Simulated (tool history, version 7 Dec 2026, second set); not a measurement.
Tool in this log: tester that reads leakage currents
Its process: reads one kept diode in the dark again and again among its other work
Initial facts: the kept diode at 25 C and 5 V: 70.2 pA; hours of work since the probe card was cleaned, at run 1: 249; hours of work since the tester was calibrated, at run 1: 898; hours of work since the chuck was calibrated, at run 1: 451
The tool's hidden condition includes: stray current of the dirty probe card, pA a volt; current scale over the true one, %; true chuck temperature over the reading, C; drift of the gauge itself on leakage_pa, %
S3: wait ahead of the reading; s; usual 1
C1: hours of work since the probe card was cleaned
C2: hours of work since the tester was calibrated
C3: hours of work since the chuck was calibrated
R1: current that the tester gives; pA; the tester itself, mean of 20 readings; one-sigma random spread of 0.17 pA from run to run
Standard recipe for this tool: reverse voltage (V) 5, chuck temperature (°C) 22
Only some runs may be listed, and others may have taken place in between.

run 1 hour=0 | reverse_voltage_(V)=5 chuck_temperature_(°C)=22 S3=1 | C1=249 C2=898 C3=451 | R1=55.27
run 2 hour=59.3 | reverse_voltage_(V)=5 chuck_temperature_(°C)=22 S3=8.54 | C1=284 C2=933 C3=486 | R1=54.82
run 3 hour=117.7 | reverse_voltage_(V)=5 chuck_temperature_(°C)=22 S3=8.54 | C1=318 C2=968 C3=520 | R1=54.59
run 4 hour=178.3 | reverse_voltage_(V)=5 chuck_temperature_(°C)=22 S3=8.54 | C1=354 C2=1003 C3=556 | R1=54.92
run 5 hour=221 | reverse_voltage_(V)=5 chuck_temperature_(°C)=22 S3=8.54 | C1=379 C2=1029 C3=581 | R1=55.21
run 6 hour=287 | reverse_voltage_(V)=5 chuck_temperature_(°C)=22 S3=8.54 | C1=418 C2=1068 C3=620 | R1=54.86
run 7 hour=347.5 | reverse_voltage_(V)=5 chuck_temperature_(°C)=22 S3=1 | C1=454 C2=1103 C3=656 | R1=55.66
run 8 hour=409.1 | reverse_voltage_(V)=5 chuck_temperature_(°C)=22 S3=1 | C1=490 C2=1140 C3=693 | R1=55.44
run 9 hour=470.4 | reverse_voltage_(V)=5 chuck_temperature_(°C)=22 S3=1 | C1=526 C2=1176 C3=729 | R1=55.43
run 10 hour=521.8 | reverse_voltage_(V)=5 chuck_temperature_(°C)=22 S3=1 | C1=557 C2=1206 C3=759 | R1=55.86
run 11 hour=577.4 | reverse_voltage_(V)=8.6 chuck_temperature_(°C)=22 S3=1 | C1=590 C2=1239 C3=792 | R1=70.96
run 12 hour=641.5 | reverse_voltage_(V)=5 chuck_temperature_(°C)=22 S3=1 | C1=627 C2=1277 C3=830 | R1=55.4
run 13 hour=676.8 | reverse_voltage_(V)=5 chuck_temperature_(°C)=22 S3=1 | C1=648 C2=1298 C3=851 | R1=55.81
run 14 hour=744 | reverse_voltage_(V)=5 chuck_temperature_(°C)=22 S3=1 | C1=688 C2=1337 C3=890 | R1=55.82
run 15 hour=776.3 | reverse_voltage_(V)=5 chuck_temperature_(°C)=22 S3=1 | C1=707 C2=1356 C3=909 | R1=55.36
run 16 hour=836.8 | reverse_voltage_(V)=15.44 chuck_temperature_(°C)=38 S3=0.94 | C1=743 C2=1392 C3=945 | R1=332.97
run 17 hour=882.7 | reverse_voltage_(V)=5.98 chuck_temperature_(°C)=22 S3=1 | C1=770 C2=1419 C3=972 | R1=60.44
run 18 hour=940.5 | reverse_voltage_(V)=1.43 chuck_temperature_(°C)=29 S3=1 | C1=804 C2=1453 C3=1006 | R1=56.99
run 19 hour=970 | reverse_voltage_(V)=5 chuck_temperature_(°C)=20 S3=1 | C1=821 C2=1471 C3=1024 | R1=47.38
run 20 hour=1009.1 | reverse_voltage_(V)=5 chuck_temperature_(°C)=20 S3=1 | C1=845 C2=1494 C3=1047 | R1=47.33
run 21 hour=1042.4 | reverse_voltage_(V)=14.92 chuck_temperature_(°C)=22 S3=3.35 | C1=864 C2=1514 C3=1066 | R1=92.81
run 22 hour=1088.6 | reverse_voltage_(V)=14.92 chuck_temperature_(°C)=59 S3=0.42 | C1=891 C2=1541 C3=1094 | R1=1486.87
run 23 hour=1129.4 | reverse_voltage_(V)=2.94 chuck_temperature_(°C)=47 S3=0.42 | C1=916 C2=1565 C3=1118 | R1=312.9
run 24 hour=1185.6 | reverse_voltage_(V)=17.54 chuck_temperature_(°C)=58 S3=4.84 | C1=949 C2=1598 C3=1151 | R1=1486.58
run 25 hour=1258 | reverse_voltage_(V)=17.54 chuck_temperature_(°C)=58 S3=4.84 | C1=991 C2=1641 C3=1194 | R1=1484.73
run 26 hour=1326.8 | reverse_voltage_(V)=3.97 chuck_temperature_(°C)=26 S3=4.84 | C1=1032 C2=1681 C3=1234 | R1=69.43
run 27 hour=1389.3 | reverse_voltage_(V)=5 chuck_temperature_(°C)=40 S3=1 | C1=1069 C2=1718 C3=1271 | R1=233.63
run 28 hour=1456 | reverse_voltage_(V)=5 chuck_temperature_(°C)=40 S3=1 | C1=1108 C2=1758 C3=1311 | R1=233.84
run 29 hour=1519.4 | reverse_voltage_(V)=2.35 chuck_temperature_(°C)=27 S3=9.2 | C1=1146 C2=1795 C3=1348 | R1=59.91

Alternative continuations, all from the tool just after run 29; predict every row:
run A hour=1580.9 | reverse_voltage_(V)=1.46 chuck_temperature_(°C)=25 S3=0.38 | C1=1182 C2=1831 C3=1384 | R1=?
run B hour=1580.9 | reverse_voltage_(V)=2.35 chuck_temperature_(°C)=26 S3=9.2 | C1=1182 C2=1831 C3=1384 | R1=?
run C hour=1580.9 | reverse_voltage_(V)=8.7 chuck_temperature_(°C)=27 S3=1.99 | C1=1182 C2=1831 C3=1384 | R1=?
run D hour=1580.9 | reverse_voltage_(V)=1.77 chuck_temperature_(°C)=45 S3=9.2 | C1=1182 C2=1831 C3=1384 | R1=?
run E hour=1580.9 | reverse_voltage_(V)=5 chuck_temperature_(°C)=22 S3=2.33 | C1=1182 C2=1831 C3=1384 | R1=?

run=A R1=41.01
run=B R1=55.07
run=C R1=108.7
run=D R1=213.74
run=E R1=56.17
Stripped of hidden state, with their random variation kept, the same runs would have yielded:
run=A R1=41.35
run=B R1=55.23
run=C R1=106.13
run=D R1=218.63
run=E R1=54.56

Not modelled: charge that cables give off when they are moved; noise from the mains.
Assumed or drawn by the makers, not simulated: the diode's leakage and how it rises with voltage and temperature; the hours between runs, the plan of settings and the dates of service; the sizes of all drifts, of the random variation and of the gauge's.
